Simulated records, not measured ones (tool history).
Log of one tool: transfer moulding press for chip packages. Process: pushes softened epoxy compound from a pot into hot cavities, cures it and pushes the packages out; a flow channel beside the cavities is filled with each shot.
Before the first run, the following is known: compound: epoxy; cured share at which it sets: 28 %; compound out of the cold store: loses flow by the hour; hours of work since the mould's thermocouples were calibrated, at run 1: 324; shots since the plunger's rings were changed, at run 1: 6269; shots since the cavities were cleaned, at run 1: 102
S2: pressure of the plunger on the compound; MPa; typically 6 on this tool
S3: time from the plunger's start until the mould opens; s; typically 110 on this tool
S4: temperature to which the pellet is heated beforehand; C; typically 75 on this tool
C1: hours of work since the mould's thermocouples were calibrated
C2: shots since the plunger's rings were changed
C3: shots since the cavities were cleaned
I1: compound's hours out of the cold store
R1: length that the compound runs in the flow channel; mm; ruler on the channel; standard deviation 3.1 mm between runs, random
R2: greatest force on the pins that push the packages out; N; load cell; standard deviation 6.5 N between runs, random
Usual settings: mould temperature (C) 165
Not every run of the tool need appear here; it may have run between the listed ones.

run 1 hour=0 | mould_temperature_(C)=165 S2=6 S3=110 S4=75 | C1=324 C2=6269 C3=102 | I1=17.8 | R1=677 R2=317
run 2 hour=15.1 | mould_temperature_(C)=165 S2=6 S3=110 S4=75 | C1=335 C2=6451 C3=284 | I1=13.2 | R1=686 R2=373
run 3 hour=29.5 | mould_temperature_(C)=163 S2=6 S3=110 S4=75 | C1=346 C2=6624 C3=457 | I1=39.8 | R1=613 R2=438
run 4 hour=45.7 | mould_temperature_(C)=163 S2=6 S3=110 S4=75 | C1=358 C2=6819 C3=652 | I1=44.8 | R1=605 R2=448
-- hour=50.2 plunger's sealing rings changed
run 5 hour=58.5 | mould_temperature_(C)=163 S2=6 S3=110 S4=75 | C1=365 C2=99 C3=776 | I1=18.5 | R1=728 R2=485
run 6 hour=71.9 | mould_temperature_(C)=163 S2=6 S3=110 S4=75 | C1=375 C2=261 C3=938 | I1=19.5 | R1=722 R2=519
-- hour=77.8 cavities cleaned with cleaning compound and waxed
run 7 hour=81 | mould_temperature_(C)=163 S2=6 S3=110 S4=75 | C1=381 C2=352 C3=38 | I1=47.1 | R1=639 R2=306
run 8 hour=88.3 | mould_temperature_(C)=163 S2=5.19 S3=94 S4=75 | C1=386 C2=440 C3=126 | I1=8.4 | R1=711 R2=522
run 9 hour=96.2 | mould_temperature_(C)=163 S2=5.19 S3=94 S4=75 | C1=392 C2=535 C3=221 | I1=10.9 | R1=702 R2=574
run 10 hour=110.5 | mould_temperature_(C)=165 S2=5.03 S3=94 S4=75 | C1=402 C2=707 C3=393 | I1=11.5 | R1=674 R2=536
-- hour=113.7 mould's thermocouples calibrated
run 11 hour=125.5 | mould_temperature_(C)=165 S2=7.47 S3=126 S4=75 | C1=9 C2=864 C3=550 | I1=9 | R1=826 R2=353
run 12 hour=136 | mould_temperature_(C)=161 S2=6 S3=110 S4=75 | C1=16 C2=990 C3=676 | I1=31 | R1=698 R2=549
run 13 hour=150 | mould_temperature_(C)=165 S2=6.94 S3=110 S4=75 | C1=26 C2=1159 C3=845 | I1=29.4 | R1=726 R2=435
-- hour=163.4 cavities cleaned with cleaning compound and waxed
run 14 hour=163.8 | mould_temperature_(C)=163 S2=6 S3=110 S4=75 | C1=35 C2=1308 C3=5 | I1=35.1 | R1=667 R2=305

Here are 3 independent what-if runs from the current tool condition. What would each one return?
run A hour=172.4 | mould_temperature_(C)=163 S2=5.39 S3=134 S4=70 | C1=42 C2=1411 C3=108 | I1=38.2 | R1=? R2=?
run B hour=172.4 | mould_temperature_(C)=166 S2=6.53 S3=110 S4=75 | C1=42 C2=1411 C3=108 | I1=47.9 | R1=? R2=?
run C hour=172.4 | mould_temperature_(C)=165 S2=6.4 S3=115 S4=72 | C1=42 C2=1411 C3=108 | I1=8.6 | R1=? R2=?

run=A R1=626 R2=272
run=B R1=642 R2=281
run=C R1=767 R2=309
Take away the tool's hidden state, keep each run's random variation, and the runs would have read:
run=A R1=630 R2=225
run=B R1=647 R2=229
run=C R1=773 R2=250
